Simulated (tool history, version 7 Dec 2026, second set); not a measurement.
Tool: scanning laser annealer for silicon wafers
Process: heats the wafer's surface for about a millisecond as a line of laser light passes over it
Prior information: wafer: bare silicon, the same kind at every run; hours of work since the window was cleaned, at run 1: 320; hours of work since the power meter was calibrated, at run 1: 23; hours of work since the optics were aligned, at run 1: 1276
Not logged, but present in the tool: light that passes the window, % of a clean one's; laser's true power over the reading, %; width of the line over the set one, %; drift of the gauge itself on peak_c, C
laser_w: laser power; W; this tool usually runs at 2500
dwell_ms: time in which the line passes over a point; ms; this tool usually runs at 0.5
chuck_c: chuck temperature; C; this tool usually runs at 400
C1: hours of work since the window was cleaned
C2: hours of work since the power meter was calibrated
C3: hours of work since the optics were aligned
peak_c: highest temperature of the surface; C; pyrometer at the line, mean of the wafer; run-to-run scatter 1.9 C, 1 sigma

Run 1, day 0: usual settings; C1 320; C2 23; C3 1276. Result: peak_c 1221 C.
Run 2, day 0.192: usual settings but dwell_ms 0.359 ms; C1 322; C2 26; C3 1278. Result: peak_c 1094 C.
Run 3, day 0.608: usual settings but dwell_ms 0.424 ms; C1 328; C2 31; C3 1284. Result: peak_c 1156 C.
Run 4, day 0.867: usual settings but dwell_ms 0.617 ms; C1 332; C2 35; C3 1288. Result: peak_c 1309 C.
Run 5, day 1.254: usual settings; C1 337; C2 40; C3 1293. Result: peak_c 1219 C.
Run 6, day 1.512: usual settings; C1 341; C2 44; C3 1297. Result: peak_c 1223 C.
Run 7, day 1.725: usual settings but dwell_ms 0.573 ms; C1 344; C2 47; C3 1300. Result: peak_c 1277 C.
Run 8, day 2.158: usual settings but dwell_ms 0.573 ms; C1 350; C2 53; C3 1306. Result: peak_c 1278 C.
Run 9, day 2.388: usual settings but dwell_ms 0.573 ms; C1 353; C2 56; C3 1309. Result: peak_c 1277 C.
At day 2.742: window over the wafer cleaned.
Run 10, day 2.771: usual settings but dwell_ms 0.573 ms; C1 0; C2 61; C3 1313. Result: peak_c 1296 C.
Run 11, day 3.125: usual settings but dwell_ms 0.573 ms; C1 5; C2 66; C3 1318. Result: peak_c 1296 C.
Run 12, day 3.471: usual settings but dwell_ms 0.383 ms, chuck_c 421 C; C1 10; C2 71; C3 1323. Result: peak_c 1154 C.
Run 13, day 3.796: usual settings but chuck_c 429 C; C1 15; C2 75; C3 1328. Result: peak_c 1267 C.
Run 14, day 4.2: usual settings but dwell_ms 0.375 ms, chuck_c 432 C; C1 21; C2 81; C3 1334. Result: peak_c 1158 C.
Run 15, day 4.621: usual settings but laser_w 2503 W, dwell_ms 0.419 ms, chuck_c 432 C; C1 26; C2 87; C3 1340. Result: peak_c 1197 C.
Run 16, day 4.929: usual settings but laser_w 2503 W, dwell_ms 0.51 ms, chuck_c 372 C; C1 31; C2 91; C3 1344. Result: peak_c 1219 C.
Run 17, day 5.133: usual settings but dwell_ms 0.591 ms; C1 34; C2 94; C3 1347. Result: peak_c 1305 C.
Run 18, day 5.408: usual settings but dwell_ms 0.572 ms; C1 38; C2 98; C3 1351. Result: peak_c 1292 C.
Run 19, day 5.792: usual settings but dwell_ms 0.572 ms; C1 43; C2 103; C3 1356. Result: peak_c 1292 C.
Run 20, day 5.988: usual settings but chuck_c 372 C; C1 46; C2 106; C3 1359. Result: peak_c 1202 C.

Branching from run 20: 3 alternative next runs. What would each branch give?
Run A, day 6.375: usual settings but laser_w 2278 W, dwell_ms 0.453 ms, chuck_c 396 C; C1 51; C2 112; C3 1364. Result: peak_c ?.
Run B, day 6.375: usual settings but dwell_ms 0.405 ms, chuck_c 414 C; C1 51; C2 112; C3 1364. Result: peak_c ?.
Run C, day 6.375: usual settings but laser_w 2535 W, dwell_ms 0.442 ms; C1 51; C2 112; C3 1364. Result: peak_c ?.

run  peak_c
  A    1124
  B    1165
  C    1191
Without the tool's hidden state the same runs would have given:
run  peak_c
  A    1134
  B    1176
  C    1202
